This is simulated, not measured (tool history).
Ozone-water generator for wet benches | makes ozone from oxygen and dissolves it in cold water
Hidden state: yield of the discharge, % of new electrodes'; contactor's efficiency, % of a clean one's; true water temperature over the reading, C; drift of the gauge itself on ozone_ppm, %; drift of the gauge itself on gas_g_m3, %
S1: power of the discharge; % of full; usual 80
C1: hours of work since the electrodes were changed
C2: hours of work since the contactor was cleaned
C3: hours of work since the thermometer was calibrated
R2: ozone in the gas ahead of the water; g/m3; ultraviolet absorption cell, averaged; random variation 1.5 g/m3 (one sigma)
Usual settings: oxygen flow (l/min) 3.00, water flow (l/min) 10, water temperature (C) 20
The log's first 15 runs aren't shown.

run 16 hour=297.5 | S1=80 oxygen_flow_(l/min)=2.03 water_flow_(l/min)=10 water_temperature_(C)=20 | C1=603 C2=2560 C3=2361 | dissolved_ozone_(ppm)=31.4 R2=321.0
run 17 hour=320.2 | S1=80 oxygen_flow_(l/min)=2.03 water_flow_(l/min)=10 water_temperature_(C)=20 | C1=617 C2=2574 C3=2375 | dissolved_ozone_(ppm)=31.8 R2=324.7
run 18 hour=333.6 | S1=80 oxygen_flow_(l/min)=3.00 water_flow_(l/min)=9 water_temperature_(C)=20 | C1=625 C2=2583 C3=2384 | dissolved_ozone_(ppm)=37.1 R2=281.5
run 19 hour=351.4 | S1=80 oxygen_flow_(l/min)=4.84 water_flow_(l/min)=14 water_temperature_(C)=16 | C1=636 C2=2594 C3=2395 | dissolved_ozone_(ppm)=32.7 R2=246.2
run 20 hour=366.1 | S1=80 oxygen_flow_(l/min)=4.84 water_flow_(l/min)=14 water_temperature_(C)=16 | C1=645 C2=2603 C3=2404 | dissolved_ozone_(ppm)=32.7 R2=246.1
-- hour=372.8 contactor cleaned
run 21 hour=398.3 | S1=78 oxygen_flow_(l/min)=3.00 water_flow_(l/min)=7 water_temperature_(C)=20 | C1=663 C2=16 C3=2421 | dissolved_ozone_(ppm)=41.6 R2=279.3
run 22 hour=427.7 | S1=85 oxygen_flow_(l/min)=3.00 water_flow_(l/min)=7 water_temperature_(C)=12 | C1=681 C2=34 C3=2440 | dissolved_ozone_(ppm)=51.3 R2=297.3
-- hour=441.7 contactor cleaned, once more
run 23 hour=458.7 | S1=85 oxygen_flow_(l/min)=3.00 water_flow_(l/min)=7 water_temperature_(C)=12 | C1=698 C2=11 C3=2456 | dissolved_ozone_(ppm)=52.0 R2=297.1
run 24 hour=480.7 | S1=80 oxygen_flow_(l/min)=3.00 water_flow_(l/min)=10 water_temperature_(C)=16 | C1=711 C2=24 C3=2470 | dissolved_ozone_(ppm)=36.9 R2=284.0
run 25 hour=497.4 | S1=43 oxygen_flow_(l/min)=2.46 water_flow_(l/min)=12 water_temperature_(C)=20 | C1=722 C2=35 C3=2480 | dissolved_ozone_(ppm)=18.2 R2=187.9
run 26 hour=520.6 | S1=43 oxygen_flow_(l/min)=2.46 water_flow_(l/min)=12 water_temperature_(C)=20 | C1=736 C2=49 C3=2495 | dissolved_ozone_(ppm)=18.3 R2=186.5
run 27 hour=548.8 | S1=55 oxygen_flow_(l/min)=2.20 water_flow_(l/min)=10 water_temperature_(C)=20 | C1=754 C2=66 C3=2512 | dissolved_ozone_(ppm)=24.4 R2=232.7
run 28 hour=566.5 | S1=55 oxygen_flow_(l/min)=2.20 water_flow_(l/min)=10 water_temperature_(C)=20 | C1=764 C2=77 C3=2523 | dissolved_ozone_(ppm)=24.0 R2=235.0
run 29 hour=592.7 | S1=63 oxygen_flow_(l/min)=2.20 water_flow_(l/min)=10 water_temperature_(C)=16 | C1=781 C2=94 C3=2540 | dissolved_ozone_(ppm)=28.5 R2=260.8
run 30 hour=616.9 | S1=83 oxygen_flow_(l/min)=2.99 water_flow_(l/min)=12 water_temperature_(C)=23 | C1=796 C2=109 C3=2555 | dissolved_ozone_(ppm)=30.0 R2=290.8
run 31 hour=636.4 | S1=83 oxygen_flow_(l/min)=2.99 water_flow_(l/min)=12 water_temperature_(C)=23 | C1=808 C2=121 C3=2567 | dissolved_ozone_(ppm)=30.5 R2=292.1
run 32 hour=654.2 | S1=47 oxygen_flow_(l/min)=2.98 water_flow_(l/min)=12 water_temperature_(C)=14 | C1=819 C2=132 C3=2578 | dissolved_ozone_(ppm)=22.4 R2=190.4
run 33 hour=681.3 | S1=47 oxygen_flow_(l/min)=2.59 water_flow_(l/min)=12 water_temperature_(C)=28 | C1=836 C2=149 C3=2595 | dissolved_ozone_(ppm)=17.7 R2=197.6

3 ways to go on from here, each from the tool as it stands after run 33. What would each give?
run A hour=704.9 | S1=47 oxygen_flow_(l/min)=2.59 water_flow_(l/min)=6 water_temperature_(C)=28 | C1=850 C2=163 C3=2609 | dissolved_ozone_(ppm)=? R2=?
run B hour=704.9 | S1=47 oxygen_flow_(l/min)=3.38 water_flow_(l/min)=12 water_temperature_(C)=15 | C1=850 C2=163 C3=2609 | dissolved_ozone_(ppm)=? R2=?
run C hour=704.9 | S1=47 oxygen_flow_(l/min)=1.77 water_flow_(l/min)=12 water_temperature_(C)=28 | C1=850 C2=163 C3=2609 | dissolved_ozone_(ppm)=? R2=?

run=A dissolved_ozone_(ppm)=25.8 R2=197.7
run=B dissolved_ozone_(ppm)=22.4 R2=181.3
run=C dissolved_ozone_(ppm)=16.1 R2=222.6
Without the tool's hidden state the same runs would have given:
run=A dissolved_ozone_(ppm)=26.3 R2=201.1
run=B dissolved_ozone_(ppm)=22.8 R2=184.4
run=C dissolved_ozone_(ppm)=16.5 R2=226.4
